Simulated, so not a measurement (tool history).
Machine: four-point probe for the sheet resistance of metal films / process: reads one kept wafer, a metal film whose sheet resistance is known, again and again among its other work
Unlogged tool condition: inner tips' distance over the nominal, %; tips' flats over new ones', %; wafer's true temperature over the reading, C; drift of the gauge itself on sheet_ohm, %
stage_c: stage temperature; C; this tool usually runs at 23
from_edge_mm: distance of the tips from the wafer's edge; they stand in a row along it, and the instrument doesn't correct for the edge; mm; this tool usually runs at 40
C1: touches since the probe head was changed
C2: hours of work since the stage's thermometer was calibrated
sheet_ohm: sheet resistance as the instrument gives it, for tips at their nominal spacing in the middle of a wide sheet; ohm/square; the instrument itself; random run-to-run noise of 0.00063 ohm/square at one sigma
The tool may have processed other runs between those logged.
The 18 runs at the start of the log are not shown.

run 19 hour=325.7 | stage_c=23 from_edge_mm=40 | C1=9233 C2=493 | sheet_ohm=3.121513
run 20 hour=344.1 | stage_c=23 from_edge_mm=40 | C1=9498 C2=503 | sheet_ohm=3.119851
run 21 hour=364.3 | stage_c=23 from_edge_mm=40 | C1=9788 C2=513 | sheet_ohm=3.120498
run 22 hour=385 | stage_c=33 from_edge_mm=7 | C1=10086 C2=523 | sheet_ohm=3.166033
run 23 hour=401.5 | stage_c=23 from_edge_mm=9 | C1=10323 C2=531 | sheet_ohm=3.127652
run 24 hour=412.2 | stage_c=23 from_edge_mm=4 | C1=10477 C2=537 | sheet_ohm=3.161033
run 25 hour=436.1 | stage_c=22 from_edge_mm=20 | C1=10822 C2=549 | sheet_ohm=3.116974
run 26 hour=455.3 | stage_c=24 from_edge_mm=20 | C1=11097 C2=558 | sheet_ohm=3.123759
run 27 hour=468.5 | stage_c=29 from_edge_mm=45 | C1=11287 C2=565 | sheet_ohm=3.138489
run 28 hour=484.1 | stage_c=20 from_edge_mm=42 | C1=11511 C2=572 | sheet_ohm=3.109841
run 29 hour=503.1 | stage_c=20 from_edge_mm=42 | C1=11785 C2=582 | sheet_ohm=3.109167
run 30 hour=521.7 | stage_c=26 from_edge_mm=9 | C1=12053 C2=591 | sheet_ohm=3.136806
run 31 hour=537.4 | stage_c=26 from_edge_mm=6 | C1=12278 C2=599 | sheet_ohm=3.146477
run 32 hour=561.1 | stage_c=21 from_edge_mm=3 | C1=12620 C2=611 | sheet_ohm=3.185901
run 33 hour=581.1 | stage_c=28 from_edge_mm=40 | C1=12906 C2=621 | sheet_ohm=3.134191
run 34 hour=605.2 | stage_c=28 from_edge_mm=40 | C1=13254 C2=633 | sheet_ohm=3.134626
run 35 hour=624.5 | stage_c=28 from_edge_mm=40 | C1=13532 C2=643 | sheet_ohm=3.134327
run 36 hour=646.8 | stage_c=18 from_edge_mm=65 | C1=13851 C2=654 | sheet_ohm=3.101994
run 37 hour=665.9 | stage_c=28 from_edge_mm=27 | C1=14126 C2=663 | sheet_ohm=3.134631
run 38 hour=690.2 | stage_c=23 from_edge_mm=8 | C1=14477 C2=676 | sheet_ohm=3.128171

Run 39 is up next; what results do you expect?
run 39 hour=701.5 | stage_c=23 from_edge_mm=8 | C1=14639 C2=681 | sheet_ohm=?

{"run 39": {"sheet_ohm": 3.127938}}
Take away the tool's hidden state, keep the run-to-run variation as it was, and the same run would have given sheet_ohm 3.14311 ohm/square.

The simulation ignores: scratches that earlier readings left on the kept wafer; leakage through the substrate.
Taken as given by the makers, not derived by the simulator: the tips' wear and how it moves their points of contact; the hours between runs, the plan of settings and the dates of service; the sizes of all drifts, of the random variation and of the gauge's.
